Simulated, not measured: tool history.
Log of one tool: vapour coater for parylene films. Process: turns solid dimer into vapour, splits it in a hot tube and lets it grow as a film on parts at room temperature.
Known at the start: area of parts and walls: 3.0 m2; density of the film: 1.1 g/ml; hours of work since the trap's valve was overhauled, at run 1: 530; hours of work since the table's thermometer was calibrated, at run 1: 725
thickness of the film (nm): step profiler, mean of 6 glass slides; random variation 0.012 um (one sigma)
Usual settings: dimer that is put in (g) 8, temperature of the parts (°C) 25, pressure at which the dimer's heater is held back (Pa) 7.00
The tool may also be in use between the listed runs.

run,hour,dimer that is put in (g),temperature of the parts (°C),pressure at which the dimer's heater is held back (Pa),hours of work since the trap's valve was overhauled,hours of work since the table's thermometer was calibrated,thickness of the film (nm)
1,0.0,8,25,7.00,530,725,1560
2,14.6,8,25,7.00,542,737,1540
3,33.3,8,25,7.00,559,754,1550
# hour 53.6: trap's valve overhauled
4,60.6,8,25,7.00,6,775,1710
5,85.5,8,25,7.00,28,797,1710
6,97.0,8,25,7.00,38,807,1700
7,122.0,8,17,7.00,60,829,2330
8,149.5,8,17,7.00,85,853,2340
9,168.0,13,27,7.46,101,869,2490
10,191.7,8,29,7.00,122,890,1390

Forecast each of these 3 alternatives for the next run:
A,219.8,5,36,3.42,147,915,?
B,219.8,5,29,7.00,147,915,?
C,219.8,8,25,7.68,147,915,?

run,thickness of the film (nm)
A,690
B,860
C,1650
Without the tool's hidden state the same runs would have given:
run,thickness of the film (nm)
A,690
B,860
C,1650

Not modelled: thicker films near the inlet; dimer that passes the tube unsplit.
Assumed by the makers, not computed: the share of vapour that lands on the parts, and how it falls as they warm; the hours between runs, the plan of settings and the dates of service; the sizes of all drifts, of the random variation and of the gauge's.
